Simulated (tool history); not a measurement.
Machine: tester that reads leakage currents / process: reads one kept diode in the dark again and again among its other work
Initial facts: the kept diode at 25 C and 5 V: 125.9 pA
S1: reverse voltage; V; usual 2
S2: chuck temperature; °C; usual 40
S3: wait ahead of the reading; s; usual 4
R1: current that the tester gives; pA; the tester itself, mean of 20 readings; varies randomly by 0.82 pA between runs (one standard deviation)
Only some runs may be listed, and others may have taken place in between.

| run | hour | S1 | S2 | S3 | R1 |
|---|---|---|---|---|---|
| 1 | 0 | 2 | 40 | 4 | 272.73 |
|  | 254.6 | chuck's temperature calibrated |
| 2 | 259.9 | 2 | 40 | 0.32 | 272.88 |
| 3 | 483.3 | 2 | 40 | 0.32 | 273.3 |
|  | 528.7 | probe card cleaned and baked |
| 4 | 708 | 2 | 40 | 0.58 | 273.11 |
| 5 | 968.4 | 2 | 45 | 4 | 399.33 |
| 6 | 1202.5 | 2 | 40 | 8.37 | 272.94 |
| 7 | 1420.2 | 2 | 40 | 4 | 273.37 |
| 8 | 1539.7 | 2 | 40 | 0.7 | 273.2 |
|  | 1753.7 | chuck's temperature calibrated |
| 9 | 1754.7 | 1.6 | 40 | 4 | 243.02 |
| 10 | 1997.9 | 1.6 | 40 | 4 | 244.89 |
| 11 | 2156.3 | 1.6 | 40 | 4 | 244.69 |
| 12 | 2421.1 | 3.8 | 40 | 4 | 375.31 |
| 13 | 2687.8 | 3.8 | 40 | 4 | 374.58 |
|  | 2810.2 | probe card cleaned and baked |
| 14 | 2839.8 | 3.8 | 40 | 4 | 374.13 |
| 15 | 3053.9 | 3.8 | 40 | 4 | 373.94 |
| 16 | 3210.6 | 2 | 40 | 4 | 273.06 |
|  | 3246 | chuck's temperature calibrated |
| 17 | 3370.2 | 2 | 40 | 4 | 272.66 |
| 18 | 3569.8 | 2 | 40 | 4 | 274.3 |
| 19 | 3712.3 | 2 | 40 | 4 | 273.74 |
| 20 | 3853.4 | 2 | 40 | 4 | 272.46 |
| 21 | 4027.4 | 2 | 40 | 4 | 273.8 |
| 22 | 4195.4 | 2 | 40 | 4 | 272.76 |
| 23 | 4417.8 | 2 | 49 | 4 | 541.39 |
| 24 | 4642 | 3.69 | 26 | 1.71 | 118.59 |
|  | 4726.8 | chuck's temperature calibrated |
|  | 4846.1 | tester calibrated |
| 25 | 4846.1 | 2.44 | 40 | 4 | 301.01 |
| 26 | 5020.4 | 8.14 | 28 | 4 | 207.12 |
|  | 5095.7 | probe card cleaned and baked |
| 27 | 5192.1 | 1.65 | 26 | 1.33 | 79.31 |
| 28 | 5336.2 | 15.86 | 40 | 4.25 | 758.41 |
| 29 | 5539.5 | 15.86 | 21 | 4.25 | 157.03 |
| 30 | 5658.8 | 3.49 | 21 | 4.25 | 74.6 |
| 31 | 5845.1 | 3.49 | 21 | 4.25 | 74.58 |
| 32 | 5977.2 | 2.01 | 40 | 1.2 | 273.23 |
|  | 6208.9 | chuck's temperature calibrated |
| 33 | 6213.4 | 4.43 | 38 | 1.2 | 344.52 |
| 34 | 6415.1 | 4.43 | 38 | 1.2 | 345.04 |
| 35 | 6564.3 | 4.43 | 38 | 1.2 | 346.73 |
| 36 | 6741.1 | 2.05 | 24 | 0.78 | 74.83 |
| 37 | 6897.9 | 2.05 | 24 | 0.78 | 74.65 |
| 38 | 7075.3 | 2.05 | 24 | 0.78 | 74.29 |
| 39 | 7215.5 | 5.37 | 39 | 0.98 | 410.07 |
| 40 | 7340.8 | 7.68 | 41 | 0.98 | 577.46 |

What would each run have given without the hidden state, its run-to-run variation left as it was?
Hidden state at play: stray current of the dirty probe card, pA a volt; current scale over the true one, %; true chuck temperature over the reading, C; drift of the gauge itself on leakage_pa, %.
| run | R1 |
|---|---|
| 1 | 272.34 |
| 2 | 272.89 |
| 3 | 273.23 |
| 4 | 272.98 |
| 5 | 399.02 |
| 6 | 272.63 |
| 7 | 272.99 |
| 8 | 272.77 |
| 9 | 243.03 |
| 10 | 244.81 |
| 11 | 244.57 |
| 12 | 374.97 |
| 13 | 374.11 |
| 14 | 373.63 |
| 15 | 373.34 |
| 16 | 272.57 |
| 17 | 272.59 |
| 18 | 274.15 |
| 19 | 273.54 |
| 20 | 272.2 |
| 21 | 273.47 |
| 22 | 272.37 |
| 23 | 540.53 |
| 24 | 118.31 |
| 25 | 300.97 |
| 26 | 206.96 |
| 27 | 79.27 |
| 28 | 757.9 |
| 29 | 156.83 |
| 30 | 74.49 |
| 31 | 74.46 |
| 32 | 272.82 |
| 33 | 344.46 |
| 34 | 344.87 |
| 35 | 346.5 |
| 36 | 74.74 |
| 37 | 74.55 |
| 38 | 74.17 |
| 39 | 409.44 |
| 40 | 576.48 |
